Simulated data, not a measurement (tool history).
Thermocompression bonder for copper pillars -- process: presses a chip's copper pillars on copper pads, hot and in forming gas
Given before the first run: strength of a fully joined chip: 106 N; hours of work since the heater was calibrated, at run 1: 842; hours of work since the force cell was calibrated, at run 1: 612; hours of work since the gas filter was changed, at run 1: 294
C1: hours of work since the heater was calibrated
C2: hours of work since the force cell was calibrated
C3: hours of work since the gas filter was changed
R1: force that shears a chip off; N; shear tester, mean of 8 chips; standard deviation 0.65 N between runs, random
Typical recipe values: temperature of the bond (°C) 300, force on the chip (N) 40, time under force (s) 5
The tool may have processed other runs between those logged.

run 1 hour=0.0 | temperature_of_the_bond_(°C)=300 force_on_the_chip_(N)=40 time_under_force_(s)=5 | C1=842 C2=612 C3=294 | R1=69.9
run 2 hour=34.2 | temperature_of_the_bond_(°C)=300 force_on_the_chip_(N)=40 time_under_force_(s)=5 | C1=857 C2=626 C3=309 | R1=70.0
run 3 hour=59.8 | temperature_of_the_bond_(°C)=300 force_on_the_chip_(N)=40 time_under_force_(s)=5 | C1=868 C2=637 C3=320 | R1=70.0
run 4 hour=87.6 | temperature_of_the_bond_(°C)=300 force_on_the_chip_(N)=40 time_under_force_(s)=3 | C1=879 C2=649 C3=331 | R1=60.5
run 5 hour=121.1 | temperature_of_the_bond_(°C)=300 force_on_the_chip_(N)=40 time_under_force_(s)=3 | C1=894 C2=663 C3=346 | R1=60.1
run 6 hour=145.8 | temperature_of_the_bond_(°C)=300 force_on_the_chip_(N)=40 time_under_force_(s)=5 | C1=904 C2=674 C3=356 | R1=68.8
-- hour=163.0 forming gas filter changed
run 7 hour=187.3 | temperature_of_the_bond_(°C)=300 force_on_the_chip_(N)=40 time_under_force_(s)=5 | C1=921 C2=691 C3=10 | R1=76.6
run 8 hour=216.0 | temperature_of_the_bond_(°C)=300 force_on_the_chip_(N)=40 time_under_force_(s)=12 | C1=934 C2=703 C3=22 | R1=91.1
run 9 hour=240.8 | temperature_of_the_bond_(°C)=300 force_on_the_chip_(N)=40 time_under_force_(s)=12 | C1=944 C2=714 C3=33 | R1=91.7
run 10 hour=269.7 | temperature_of_the_bond_(°C)=300 force_on_the_chip_(N)=40 time_under_force_(s)=12 | C1=956 C2=726 C3=45 | R1=90.7
run 11 hour=302.6 | temperature_of_the_bond_(°C)=300 force_on_the_chip_(N)=40 time_under_force_(s)=12 | C1=970 C2=740 C3=59 | R1=89.4
run 12 hour=320.7 | temperature_of_the_bond_(°C)=288 force_on_the_chip_(N)=40 time_under_force_(s)=5 | C1=978 C2=748 C3=67 | R1=68.1
run 13 hour=350.6 | temperature_of_the_bond_(°C)=300 force_on_the_chip_(N)=35 time_under_force_(s)=5 | C1=991 C2=760 C3=79 | R1=69.9
run 14 hour=391.5 | temperature_of_the_bond_(°C)=300 force_on_the_chip_(N)=35 time_under_force_(s)=5 | C1=1008 C2=778 C3=97 | R1=69.0
run 15 hour=431.5 | temperature_of_the_bond_(°C)=300 force_on_the_chip_(N)=35 time_under_force_(s)=5 | C1=1025 C2=794 C3=114 | R1=70.0
run 16 hour=464.8 | temperature_of_the_bond_(°C)=300 force_on_the_chip_(N)=35 time_under_force_(s)=5 | C1=1039 C2=809 C3=128 | R1=69.8
run 17 hour=494.9 | temperature_of_the_bond_(°C)=300 force_on_the_chip_(N)=40 time_under_force_(s)=7 | C1=1052 C2=821 C3=140 | R1=81.6
run 18 hour=518.5 | temperature_of_the_bond_(°C)=300 force_on_the_chip_(N)=40 time_under_force_(s)=7 | C1=1062 C2=831 C3=151 | R1=80.6
run 19 hour=540.8 | temperature_of_the_bond_(°C)=274 force_on_the_chip_(N)=53 time_under_force_(s)=7 | C1=1071 C2=841 C3=160 | R1=74.7
run 20 hour=564.4 | temperature_of_the_bond_(°C)=328 force_on_the_chip_(N)=42 time_under_force_(s)=4 | C1=1081 C2=851 C3=170 | R1=86.9
run 21 hour=601.7 | temperature_of_the_bond_(°C)=310 force_on_the_chip_(N)=40 time_under_force_(s)=5 | C1=1097 C2=866 C3=186 | R1=79.6
run 22 hour=639.7 | temperature_of_the_bond_(°C)=305 force_on_the_chip_(N)=40 time_under_force_(s)=5 | C1=1113 C2=883 C3=202 | R1=76.9
run 23 hour=677.9 | temperature_of_the_bond_(°C)=321 force_on_the_chip_(N)=40 time_under_force_(s)=5 | C1=1129 C2=899 C3=218 | R1=84.3
run 24 hour=709.7 | temperature_of_the_bond_(°C)=321 force_on_the_chip_(N)=40 time_under_force_(s)=5 | C1=1143 C2=912 C3=231 | R1=82.9
run 25 hour=746.7 | temperature_of_the_bond_(°C)=321 force_on_the_chip_(N)=40 time_under_force_(s)=5 | C1=1158 C2=928 C3=247 | R1=83.9
run 26 hour=768.3 | temperature_of_the_bond_(°C)=293 force_on_the_chip_(N)=58 time_under_force_(s)=5 | C1=1167 C2=937 C3=256 | R1=81.0
run 27 hour=801.7 | temperature_of_the_bond_(°C)=297 force_on_the_chip_(N)=27 time_under_force_(s)=7 | C1=1181 C2=951 C3=270 | R1=60.8
run 28 hour=830.8 | temperature_of_the_bond_(°C)=297 force_on_the_chip_(N)=27 time_under_force_(s)=7 | C1=1194 C2=963 C3=283 | R1=60.3
run 29 hour=858.9 | temperature_of_the_bond_(°C)=297 force_on_the_chip_(N)=27 time_under_force_(s)=7 | C1=1206 C2=975 C3=295 | R1=59.5
run 30 hour=896.5 | temperature_of_the_bond_(°C)=300 force_on_the_chip_(N)=25 time_under_force_(s)=5 | C1=1222 C2=991 C3=311 | R1=52.4
run 31 hour=914.0 | temperature_of_the_bond_(°C)=300 force_on_the_chip_(N)=25 time_under_force_(s)=5 | C1=1229 C2=999 C3=318 | R1=51.9
run 32 hour=945.4 | temperature_of_the_bond_(°C)=282 force_on_the_chip_(N)=25 time_under_force_(s)=5 | C1=1242 C2=1012 C3=331 | R1=41.5
run 33 hour=969.7 | temperature_of_the_bond_(°C)=279 force_on_the_chip_(N)=34 time_under_force_(s)=5 | C1=1253 C2=1022 C3=342 | R1=49.9
run 34 hour=992.8 | temperature_of_the_bond_(°C)=313 force_on_the_chip_(N)=34 time_under_force_(s)=6 | C1=1262 C2=1032 C3=351 | R1=74.0
-- hour=1020.2 forming gas filter changed
run 35 hour=1023.3 | temperature_of_the_bond_(°C)=313 force_on_the_chip_(N)=34 time_under_force_(s)=6 | C1=1275 C2=1045 C3=1 | R1=81.8
run 36 hour=1063.2 | temperature_of_the_bond_(°C)=306 force_on_the_chip_(N)=30 time_under_force_(s)=8 | C1=1292 C2=1062 C3=18 | R1=77.4

Results per run with the tool's hidden condition removed, run-to-run variation unchanged:
Unlogged tool condition in this case: true temperature of the bond over the reading, C; force that reaches the chip, % of what is set; oxide that the forming gas leaves, % of the face; drift of the gauge itself on shear_n, %.
run=1 R1=75.2
run=2 R1=75.7
run=3 R1=76.0
run=4 R1=65.6
run=5 R1=65.4
run=6 R1=75.5
run=7 R1=75.2
run=8 R1=90.5
run=9 R1=91.4
run=10 R1=90.7
run=11 R1=89.7
run=12 R1=67.5
run=13 R1=69.7
run=14 R1=69.2
run=15 R1=70.4
run=16 R1=70.6
run=17 R1=83.2
run=18 R1=82.5
run=19 R1=76.1
run=20 R1=90.1
run=21 R1=82.4
run=22 R1=79.8
run=23 R1=88.5
run=24 R1=87.5
run=25 R1=89.0
run=26 R1=85.8
run=27 R1=63.8
run=28 R1=63.4
run=29 R1=62.9
run=30 R1=55.5
run=31 R1=55.0
run=32 R1=43.8
run=33 R1=53.1
run=34 R1=80.5
run=35 R1=79.8
run=36 R1=75.5
